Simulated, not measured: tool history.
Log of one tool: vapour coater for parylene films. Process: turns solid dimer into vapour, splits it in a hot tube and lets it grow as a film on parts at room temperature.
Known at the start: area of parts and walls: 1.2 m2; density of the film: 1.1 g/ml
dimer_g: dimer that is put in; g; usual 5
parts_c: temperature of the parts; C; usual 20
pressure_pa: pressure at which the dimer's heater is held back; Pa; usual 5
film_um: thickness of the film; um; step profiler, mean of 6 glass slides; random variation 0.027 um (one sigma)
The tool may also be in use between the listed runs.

run 1 hour=0 | dimer_g=5 parts_c=20 pressure_pa=5 | film_um=2.44
run 2 hour=35.5 | dimer_g=5 parts_c=20 pressure_pa=5 | film_um=2.4
run 3 hour=74.4 | dimer_g=5 parts_c=14 pressure_pa=5 | film_um=2.8
run 4 hour=118.4 | dimer_g=3 parts_c=20 pressure_pa=5 | film_um=1.46
run 5 hour=143.5 | dimer_g=5 parts_c=20 pressure_pa=2.65 | film_um=2.71
run 6 hour=175.1 | dimer_g=5 parts_c=20 pressure_pa=5 | film_um=2.3
run 7 hour=208.7 | dimer_g=5 parts_c=20 pressure_pa=5 | film_um=2.34
run 8 hour=226.5 | dimer_g=5 parts_c=20 pressure_pa=5 | film_um=2.3
run 9 hour=246.3 | dimer_g=5 parts_c=20 pressure_pa=5 | film_um=2.35
run 10 hour=281.4 | dimer_g=5 parts_c=20 pressure_pa=5 | film_um=2.32
run 11 hour=321.6 | dimer_g=5 parts_c=20 pressure_pa=5 | film_um=2.27
run 12 hour=344.8 | dimer_g=5 parts_c=20 pressure_pa=5 | film_um=2.32
run 13 hour=366.6 | dimer_g=4 parts_c=20 pressure_pa=5 | film_um=1.78
run 14 hour=396.6 | dimer_g=5 parts_c=29 pressure_pa=5 | film_um=1.74
run 15 hour=426.3 | dimer_g=4 parts_c=27 pressure_pa=11 | film_um=1.26
run 16 hour=468.4 | dimer_g=8 parts_c=27 pressure_pa=2.53 | film_um=3.49
run 17 hour=497.4 | dimer_g=5 parts_c=27 pressure_pa=4.72 | film_um=1.83
run 18 hour=539.5 | dimer_g=4 parts_c=14 pressure_pa=4.72 | film_um=2.13
run 19 hour=570.5 | dimer_g=4 parts_c=14 pressure_pa=4.72 | film_um=2.15
run 20 hour=606.5 | dimer_g=5 parts_c=20 pressure_pa=5.32 | film_um=2.21
run 21 hour=640.2 | dimer_g=6 parts_c=18 pressure_pa=5.32 | film_um=2.77
run 22 hour=680.8 | dimer_g=4 parts_c=20 pressure_pa=11.69 | film_um=1.45
run 23 hour=707.9 | dimer_g=4 parts_c=20 pressure_pa=11.69 | film_um=1.46
run 24 hour=750.5 | dimer_g=2 parts_c=23 pressure_pa=4.09 | film_um=0.84
run 25 hour=777.5 | dimer_g=4 parts_c=23 pressure_pa=2.24 | film_um=1.93
-- hour=800.7 trap's valve overhauled
run 26 hour=823.6 | dimer_g=2 parts_c=19 pressure_pa=7.32 | film_um=0.89
run 27 hour=866.8 | dimer_g=5 parts_c=21 pressure_pa=8.1 | film_um=2.07

The same runs without the tool's hidden state, with the same run-to-run variation:
The hidden state here: vapour lost through the trap's worn valve, %; true temperature of the parts over the reading, C; drift of the gauge itself on film_um, %.
run=1 film_um=2.48
run=2 film_um=2.45
run=3 film_um=2.88
run=4 film_um=1.51
run=5 film_um=2.8
run=6 film_um=2.4
run=7 film_um=2.44
run=8 film_um=2.41
run=9 film_um=2.47
run=10 film_um=2.45
run=11 film_um=2.41
run=12 film_um=2.47
run=13 film_um=1.9
run=14 film_um=1.87
run=15 film_um=1.35
run=16 film_um=3.77
run=17 film_um=1.99
run=18 film_um=2.33
run=19 film_um=2.35
run=20 film_um=2.43
run=21 film_um=3.07
run=22 film_um=1.62
run=23 film_um=1.63
run=24 film_um=0.95
run=25 film_um=2.17
run=26 film_um=0.92
run=27 film_um=2.15

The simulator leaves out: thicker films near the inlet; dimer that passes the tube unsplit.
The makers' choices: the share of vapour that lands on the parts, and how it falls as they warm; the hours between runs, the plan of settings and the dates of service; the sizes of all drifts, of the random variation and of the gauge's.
